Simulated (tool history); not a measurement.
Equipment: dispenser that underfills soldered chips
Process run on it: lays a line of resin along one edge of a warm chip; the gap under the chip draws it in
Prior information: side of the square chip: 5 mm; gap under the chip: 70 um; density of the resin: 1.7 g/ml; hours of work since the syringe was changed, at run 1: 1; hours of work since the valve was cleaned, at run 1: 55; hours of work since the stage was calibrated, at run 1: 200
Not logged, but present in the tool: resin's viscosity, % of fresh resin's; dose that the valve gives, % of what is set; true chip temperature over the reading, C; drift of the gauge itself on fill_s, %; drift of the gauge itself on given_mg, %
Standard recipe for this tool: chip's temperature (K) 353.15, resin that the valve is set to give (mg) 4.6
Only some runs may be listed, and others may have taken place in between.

run,day,chip's temperature (K),resin that the valve is set to give (mg),hours of work since the syringe was changed,hours of work since the valve was cleaned,hours of work since the stage was calibrated,time until the resin shows at the far edge (s),resin that the valve gave (mg)
1,0,353.15,4.6,1,55,200,14.3,4.52
2,0.288,353.15,4.6,5,60,204,22.1,4.41
# day 0.588: new syringe of resin
3,0.596,353.15,4.6,0,65,209,14,4.4
4,0.921,353.15,4.6,5,70,214,20.9,4.47
5,1.133,353.15,4.51,9,73,217,28.1,4.32
# day 1.2: new syringe of resin
6,1.421,364.15,4.6,3,78,222,11.8,4.4
7,1.671,353.15,4.6,7,82,226,26.5,4.47
# day 1.838: new syringe of resin
8,1.858,353.15,4.6,0,84,229,14.2,4.38
9,2.212,353.15,4.55,6,90,234,22.8,4.39
# day 2.462: new syringe of resin
# day 2.504: dispensing valve cleaned and set on the balance
10,2.654,358.15,4.47,2,2,240,14.2,4.48
11,3.004,358.15,4.47,8,8,246,22.1,4.46
# day 3.117: new syringe of resin
12,3.379,361.15,4.18,4,14,251,14.6,4.2
13,3.683,361.15,4.18,9,18,256,21.4,4.21
# day 3.758: new syringe of resin
14,3.946,354.15,3.92,3,22,260,18.2,3.9
15,4.188,354.15,3.92,7,26,264,25.5,3.93
# day 4.379: new syringe of resin
16,4.379,354.15,4.12,0,29,267,14.3,4.05
17,4.717,354.15,4.04,5,34,272,21.1,4.02

Predict each of these 4 candidate next runs independently; none follows another, all start after run 17:
# day 5.017: new syringe of resin
A,5.108,343.15,5.26,1,40,278,?,?
# day 5.017: new syringe of resin
B,5.108,343.15,5.08,1,40,278,?,?
# day 5.017: new syringe of resin
C,5.108,343.15,5.2,1,40,278,?,?
# day 5.017: new syringe of resin
D,5.108,351.15,4.6,1,40,278,?,?

run,time until the resin shows at the far edge (s),resin that the valve gave (mg)
A,24.6,5.16
B,24.7,4.96
C,24.6,5.1
D,17.8,4.52
The same runs, with their run-to-run variation unchanged, on a tool lacking any hidden condition would have given:
run,time until the resin shows at the far edge (s),resin that the valve gave (mg)
A,20.9,5.26
B,21,5.05
C,20.9,5.21
D,15.1,4.61
